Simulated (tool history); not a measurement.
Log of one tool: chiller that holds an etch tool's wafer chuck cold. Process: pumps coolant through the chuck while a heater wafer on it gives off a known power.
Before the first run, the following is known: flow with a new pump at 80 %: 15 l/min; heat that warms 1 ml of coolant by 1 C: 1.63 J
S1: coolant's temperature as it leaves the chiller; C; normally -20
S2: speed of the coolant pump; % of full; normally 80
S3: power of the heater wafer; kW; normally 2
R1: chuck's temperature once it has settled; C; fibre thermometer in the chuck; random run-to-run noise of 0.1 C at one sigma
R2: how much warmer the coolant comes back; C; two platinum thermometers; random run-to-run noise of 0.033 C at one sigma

Run 1, hour 0: usual settings. Result: R1 -6.2 C, R2 4.91 C.
Run 2, hour 23.1: usual settings. Result: R1 -6.2 C, R2 4.86 C.
Run 3, hour 69.3: usual settings but S3 1.304 kW. Result: R1 -11 C, R2 3.19 C.
Run 4, hour 116.4: usual settings but S3 1.304 kW. Result: R1 -11.1 C, R2 3.21 C.
Run 5, hour 150.6: usual settings but S3 1.304 kW. Result: R1 -11 C, R2 3.2 C.
Run 6, hour 191.9: usual settings but S3 1.304 kW. Result: R1 -11 C, R2 3.09 C.
Run 7, hour 231.8: usual settings but S3 1.304 kW. Result: R1 -11 C, R2 3.13 C.
Run 8, hour 263.9: usual settings but S1 -24 C. Result: R1 -10.3 C, R2 4.88 C.
Run 9, hour 292.3: usual settings but S1 -24 C. Result: R1 -10 C, R2 4.9 C.
Run 10, hour 319.1: usual settings but S1 -24 C. Result: R1 -10.1 C, R2 4.84 C.
Run 11, hour 345.7: usual settings but S2 63 % of full. Result: R1 -3.1 C, R2 6.29 C.
Run 12, hour 389: usual settings but S2 63 % of full. Result: R1 -2.8 C, R2 6.28 C.
Run 13, hour 439.5: usual settings but S1 -24 C. Result: R1 -10.1 C, R2 4.8 C.
Run 14, hour 484.8: usual settings but S1 -24 C. Result: R1 -10.1 C, R2 4.78 C.
Run 15, hour 509: usual settings but S2 87 % of full. Result: R1 -7.1 C, R2 4.38 C.
Run 16, hour 558.4: usual settings but S2 87 % of full. Result: R1 -7 C, R2 4.36 C.
Run 17, hour 596.9: usual settings but S1 -18 C, S3 2.25 kW. Result: R1 -2.5 C, R2 5.36 C.
Run 18, hour 633: usual settings but S1 -18 C, S3 2.25 kW. Result: R1 -2.4 C, R2 5.38 C.

Forecast run 19:
Run 19, hour 656.9: usual settings but S1 -25 C, S2 78 % of full, S3 2.676 kW. Result: R1 ?, R2 ?.

R1: -6.2 C
R2: 6.66 C
Take away the tool's hidden state, keep the run-to-run variation as it was, and the same run would have given R1 -6.2 C, R2 6.8 C.
